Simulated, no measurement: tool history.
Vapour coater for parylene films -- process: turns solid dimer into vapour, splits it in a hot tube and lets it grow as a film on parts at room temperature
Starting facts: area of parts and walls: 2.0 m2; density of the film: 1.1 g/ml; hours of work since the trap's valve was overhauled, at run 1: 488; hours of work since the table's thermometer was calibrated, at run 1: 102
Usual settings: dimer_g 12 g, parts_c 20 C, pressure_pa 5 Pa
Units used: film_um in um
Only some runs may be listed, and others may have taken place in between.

| run | day | dimer_g | parts_c | pressure_pa | hours of work since the trap's valve was overhauled | hours of work since the table's thermometer was calibrated | film_um |
|---|---|---|---|---|---|---|---|
| 1 | 0 | 12 | 20 | 5 | 488 | 102 | 3.607 |
| 2 | 0.438 | 12 | 20 | 5 | 493 | 107 | 3.601 |
| 3 | 0.867 | 12 | 20 | 5 | 497 | 111 | 3.606 |
| 4 | 1.183 | 12 | 20 | 5 | 500 | 114 | 3.598 |
| 5 | 1.742 | 12 | 20 | 5 | 506 | 120 | 3.597 |
| 6 | 2.104 | 12 | 20 | 5 | 510 | 124 | 3.591 |
| 7 | 2.592 | 12 | 20 | 5 | 515 | 129 | 3.594 |
| 8 | 3.217 | 12 | 20 | 5 | 521 | 135 | 3.593 |
| 9 | 3.771 | 12 | 20 | 5 | 527 | 141 | 3.603 |
| 10 | 4.192 | 12 | 20 | 5 | 531 | 145 | 3.598 |
| 11 | 4.729 | 12 | 20 | 5 | 537 | 151 | 3.583 |
| 12 | 5.338 | 9 | 22 | 2.92 | 543 | 157 | 2.609 |
| 13 | 5.95 | 9 | 13 | 11.84 | 549 | 163 | 3.388 |
| 14 | 6.242 | 9 | 13 | 11.84 | 552 | 166 | 3.369 |
| 15 | 6.883 | 9 | 13 | 11.84 | 559 | 173 | 3.391 |
| 16 | 7.304 | 10 | 20 | 11.45 | 563 | 177 | 2.679 |
| 17 | 7.633 | 20 | 20 | 3.44 | 566 | 180 | 6.259 |
| 18 | 8.342 | 7 | 24 | 3.08 | 574 | 188 | 1.831 |

Some steps in film_um between neighbouring runs. How much of each would the tool show without its hidden state too (settings, what came in, random variation), and how much is left for the hidden state, with any gauge scatter that isn't in both results?
Unlogged tool condition in this case: vapour lost through the trap's worn valve, %; true temperature of the parts over the reading, C; drift of the gauge itself on film_um, %.
Run 17 -> 18: dimer_g 20 -> 7, parts_c 20 -> 24, pressure_pa 3.44 -> 3.08. film_um -4.428 um: hidden state +0.134, all else -4.562.
